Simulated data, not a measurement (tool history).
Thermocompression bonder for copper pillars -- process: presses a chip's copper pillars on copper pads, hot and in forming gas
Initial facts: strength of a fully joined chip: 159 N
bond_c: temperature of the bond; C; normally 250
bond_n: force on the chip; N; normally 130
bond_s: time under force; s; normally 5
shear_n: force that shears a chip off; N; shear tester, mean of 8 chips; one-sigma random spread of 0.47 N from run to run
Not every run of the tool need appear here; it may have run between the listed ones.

run,hour,bond_c,bond_n,bond_s,shear_n
1,0,250,130,5,60.4
2,6.4,250,130,5,60.9
3,12.6,250,188,5,75.9
4,20.8,250,188,5,75.6
5,28.8,250,188,5,74.9
6,37.7,250,148,5,65.9
7,52.5,250,148,5,65.5
8,60.3,250,109,5,55
9,72.6,250,130,14,86.3
10,82.8,250,130,14,88.1
11,91,244,193,5,69
12,99.3,244,193,5,70.6
13,107.3,272,127,8,96.2
14,117.3,272,127,8,96.3
15,123.8,263,193,4,84.7
16,134.8,254,193,9,97.6
17,143.1,254,193,9,96.9
18,149.7,254,105,12,79
19,157.7,264,112,12,92.4

Pick out some run-to-run changes in shear_n. Of each, how much would a tool without hidden state show as well, from the settings, what came in and chance, and how much is left for the hidden state and any gauge scatter not in both results compared?
Hidden state at play: true temperature of the bond over the reading, C; force that reaches the chip, % of what is set; oxide that the forming gas leaves, % of the face; drift of the gauge itself on shear_n, %.
Run 8 -> 9: bond_n 109 -> 130, bond_s 5 -> 14. shear_n +31.3 N: hidden state -0.8, all else +32.1.
Run 12 -> 13: bond_c 244 -> 272, bond_n 193 -> 127, bond_s 5 -> 8. shear_n +25.6 N: hidden state -1.3, all else +26.9.
